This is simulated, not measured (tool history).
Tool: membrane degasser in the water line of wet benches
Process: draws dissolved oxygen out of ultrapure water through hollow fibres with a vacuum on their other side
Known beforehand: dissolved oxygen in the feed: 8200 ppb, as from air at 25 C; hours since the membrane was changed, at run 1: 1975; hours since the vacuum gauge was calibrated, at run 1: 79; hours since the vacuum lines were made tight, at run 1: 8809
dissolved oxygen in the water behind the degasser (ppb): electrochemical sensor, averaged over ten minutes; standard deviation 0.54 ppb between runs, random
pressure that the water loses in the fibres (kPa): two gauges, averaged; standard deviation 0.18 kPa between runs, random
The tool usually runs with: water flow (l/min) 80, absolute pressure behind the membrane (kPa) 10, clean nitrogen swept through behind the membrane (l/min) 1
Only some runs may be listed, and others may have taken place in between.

run      day  water flow (l/min)  absolute pressure behind the membrane (kPa)  clean nitrogen swept through behind the membrane (l/min)  hours since the membrane was changed  hours since the vacuum gauge was calibrated  hours since the vacuum lines were made tight  dissolved oxygen in the water behind the degasser (ppb)  pressure that the water loses in the fibres (kPa)
  1        0                  80                                           10                                                         1                                  1975                                           79                                          8809                                                    846.3                                              35.05
  2    7.988                  80                                           10                                                         1                                  2167                                          271                                          9001                                                    844.8                                              35.42
  3   17.075                  80                                           10                                                         1                                  2385                                          489                                          9219                                                    844.9                                              35.61
  4   27.329                  80                                           10                                                         1                                  2631                                          735                                          9465                                                    845.3                                              35.41
  5   36.554                  72                                           10                                                         1                                  2852                                          957                                          9687                                                    788.6                                              31.74
  6   48.692                  72                                           10                                                         1                                  3143                                         1248                                          9978                                                    788.6                                               31.6
  7    55.85                  80                                         18.3                                                         1                                  3315                                         1420                                         10150                                                   1716.5                                              35.68
  8   64.825                  80                                         18.3                                                         1                                  3531                                         1635                                         10365                                                   1715.1                                              35.26
  9   75.346                 116                                           10                                                         1                                  3783                                         1888                                         10618                                                   1056.8                                              51.19
 10   84.675                 116                                           10                                                         1                                  4007                                         2111                                         10842                                                   1057.7                                              51.17
 11   91.988                 116                                           10                                                         1                                  4183                                         2287                                         11017                                                   1057.1                                              51.28
 12  102.046                  83                                         12.4                                                      1.84                                  4424                                         2528                                         11259                                                    754.6                                              37.11
 13  114.046                  83                                         12.4                                                      1.84                                  4712                                         2816                                         11547                                                    754.5                                              36.65
 14  122.521                  83                                         12.4                                                      1.84                                  4915                                         3020                                         11750                                                    753.5                                              36.69
 15   130.45                  80                                          7.9                                                      1.23                                  5106                                         3210                                         11940                                                    521.5                                              35.27
 16  137.475                  80                                          7.9                                                      1.23                                  5274                                         3379                                         12109                                                    521.3                                              35.43

Run 17 has not been measured yet. What should we expect?
 17  150.4                  80                                         14.6                                                      1.23                                  5584                                         3689                                         12419                                                        ?                                                  ?

{"run 17": {"dissolved oxygen in the water behind the degasser (ppb)": 1180, "pressure that the water loses in the fibres (kPa)": 35.27}}
With the hidden condition absent and the run-to-run variation left alone, this run would have shown dissolved oxygen in the water behind the degasser (ppb) 1180, pressure that the water loses in the fibres (kPa) 35.25.
